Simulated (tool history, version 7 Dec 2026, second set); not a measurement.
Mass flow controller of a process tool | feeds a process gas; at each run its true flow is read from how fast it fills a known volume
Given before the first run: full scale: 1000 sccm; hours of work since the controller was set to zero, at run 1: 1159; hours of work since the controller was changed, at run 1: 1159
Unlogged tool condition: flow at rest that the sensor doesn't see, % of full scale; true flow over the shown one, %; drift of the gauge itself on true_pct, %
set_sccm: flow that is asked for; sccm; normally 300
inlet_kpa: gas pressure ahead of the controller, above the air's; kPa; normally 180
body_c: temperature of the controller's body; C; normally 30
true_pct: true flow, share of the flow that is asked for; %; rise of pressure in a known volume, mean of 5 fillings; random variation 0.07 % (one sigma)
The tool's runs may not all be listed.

| run | hour | set_sccm | inlet_kpa | body_c | hours of work since the controller was set to zero | hours of work since the controller was changed | true_pct |
|---|---|---|---|---|---|---|---|
| 1 | 0.0 | 300 | 180 | 30 | 1159 | 1159 | 98.62 |
| 2 | 183.5 | 300 | 180 | 30 | 1252 | 1252 | 98.62 |
| 3 | 292.9 | 300 | 180 | 30 | 1307 | 1307 | 98.67 |
| 4 | 461.2 | 300 | 180 | 30 | 1392 | 1392 | 98.70 |
| 5 | 703.7 | 300 | 141 | 30 | 1515 | 1515 | 98.52 |
| 6 | 881.5 | 300 | 141 | 30 | 1604 | 1604 | 98.54 |
| 7 | 1059.8 | 300 | 180 | 25 | 1694 | 1694 | 99.08 |
| 8 | 1254.6 | 300 | 180 | 25 | 1793 | 1793 | 99.06 |
| 9 | 1424.8 | 300 | 180 | 25 | 1879 | 1879 | 99.02 |
| 10 | 1591.2 | 300 | 180 | 25 | 1963 | 1963 | 99.06 |
|  | 1604.3 | controller's zero set anew |
| 11 | 1740.2 | 300 | 180 | 25 | 69 | 2038 | 98.89 |
| 12 | 1927.4 | 300 | 144 | 37 | 163 | 2132 | 98.14 |
| 13 | 2087.0 | 112 | 239 | 34 | 244 | 2213 | 96.64 |
| 14 | 2299.4 | 116 | 212 | 28 | 351 | 2320 | 96.88 |
| 15 | 2457.2 | 270 | 146 | 25 | 431 | 2400 | 98.58 |
|  | 2494.0 | controller's zero set anew, once more |
| 16 | 2686.4 | 257 | 251 | 22 | 97 | 2515 | 100.29 |
| 17 | 2935.5 | 250 | 180 | 32 | 223 | 2641 | 99.49 |
| 18 | 3125.0 | 250 | 180 | 32 | 319 | 2736 | 99.61 |
| 19 | 3243.9 | 322 | 255 | 32 | 379 | 2797 | 100.25 |
| 20 | 3481.4 | 300 | 236 | 30 | 499 | 2916 | 100.12 |
| 21 | 3711.0 | 300 | 236 | 30 | 614 | 3032 | 100.04 |
| 22 | 3861.4 | 300 | 203 | 34 | 690 | 3108 | 99.78 |

5 options for the next run, each taken on its own from the tool as it stands now. Forecast them:
| A | 4084.8 | 497 | 212 | 25 | 803 | 3221 | ? |
| B | 4084.8 | 267 | 203 | 34 | 803 | 3221 | ? |
| C | 4084.8 | 654 | 180 | 38 | 803 | 3221 | ? |
| D | 4084.8 | 204 | 180 | 38 | 803 | 3221 | ? |
| E | 4084.8 | 300 | 219 | 40 | 803 | 3221 | ? |

| run | true_pct |
|---|---|
| A | 100.75 |
| B | 99.86 |
| C | 100.47 |
| D | 99.21 |
| E | 99.76 |
With the hidden condition removed and each run's random variation left untouched, the same runs would have given:
| run | true_pct |
|---|---|
| A | 99.26 |
| B | 98.50 |
| C | 98.94 |
| D | 97.95 |
| E | 98.37 |

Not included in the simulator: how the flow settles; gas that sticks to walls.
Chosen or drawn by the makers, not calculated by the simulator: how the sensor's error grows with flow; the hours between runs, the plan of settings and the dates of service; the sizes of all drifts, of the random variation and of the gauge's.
